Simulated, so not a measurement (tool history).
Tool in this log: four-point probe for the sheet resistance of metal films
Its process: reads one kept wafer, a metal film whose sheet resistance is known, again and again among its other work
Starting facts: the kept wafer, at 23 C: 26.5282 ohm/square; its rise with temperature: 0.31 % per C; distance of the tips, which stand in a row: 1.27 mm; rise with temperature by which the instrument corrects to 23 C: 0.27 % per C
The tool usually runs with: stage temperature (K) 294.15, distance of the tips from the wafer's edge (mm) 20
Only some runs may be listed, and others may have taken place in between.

run	day	stage temperature (K)	distance of the tips from the wafer's edge (mm)	sheet resistance as the instrument gives it (ohm/square)
1	0.000	294.15	20	26.554259
2	4.275	294.15	20	26.567535
3	7.617	304.15	20	26.666453
4	11.329	304.15	20	26.674211
5	16.546	296.15	20	26.579849
6	20.229	296.15	20	26.584263
7	25.300	296.15	20	26.592077
8	30.421	296.15	20	26.590241
9	34.796	296.15	20	26.588281
10	39.192	296.15	20	26.579262
11	43.204	295.15	20	26.574323
12	47.017	295.15	20	26.573134
13	51.038	295.15	20	26.574117
14	55.808	294.15	20	26.568308
15	59.117	297.15	20	26.594347
16	63.479	297.15	20	26.587886
17	68.450	294.15	20	26.561873
18	71.529	295.15	20	26.575379
19	76.458	295.15	20	26.564144
20	79.946	294.15	20	26.559982
21	84.908	294.15	20	26.559295
22	90.071	294.15	20	26.558899
23	92.254	294.15	20	26.564258
24	95.871	294.15	20	26.562799
25	99.842	296.15	8	26.881174
26	102.538	296.15	33	26.544370
27	104.917	295.15	8	26.869096
28	107.362	293.15	8	26.838162
29	111.454	301.15	65	26.579723
30	113.575	301.15	65	26.581136
31	117.925	301.15	65	26.585073
32	120.883	308.15	16	26.735661
33	125.517	308.15	16	26.741060
34	130.408	297.15	31	26.570725
35	133.283	297.15	31	26.561229
36	137.150	294.15	5	27.385441
37	139.717	294.15	5	27.387636
38	143.500	297.15	4	27.895706
39	148.083	297.15	4	27.903890
40	151.704	295.15	10	26.739913
41	155.721	292.15	6	27.106056
42	159.104	292.15	6	27.120293
43	162.012	294.15	10	26.732637
44	165.788	294.15	10	26.736592
45	169.596	302.15	22	26.640598
46	174.154	304.15	22	26.656836

The log once held 3 entries between its listed runs, left out of this copy. Where does each go, and what is different about the tool's unlogged condition between the listed run before it and the listed run after it?
Between runs 1 and 2: stage's thermometer calibrated (day 4.121)
  inner tips' distance over the nominal, %: -0.008 -> -0.009
Between runs 32 and 33: new probe head fitted (day 124.725)
  inner tips' distance over the nominal, %: -0.016 -> -0.003; tips' flats over new ones', %: 1 -> 0
Between runs 38 and 39: stage's thermometer calibrated (day 143.996)
  wafer's true temperature over the reading, C: -0.01 -> 0
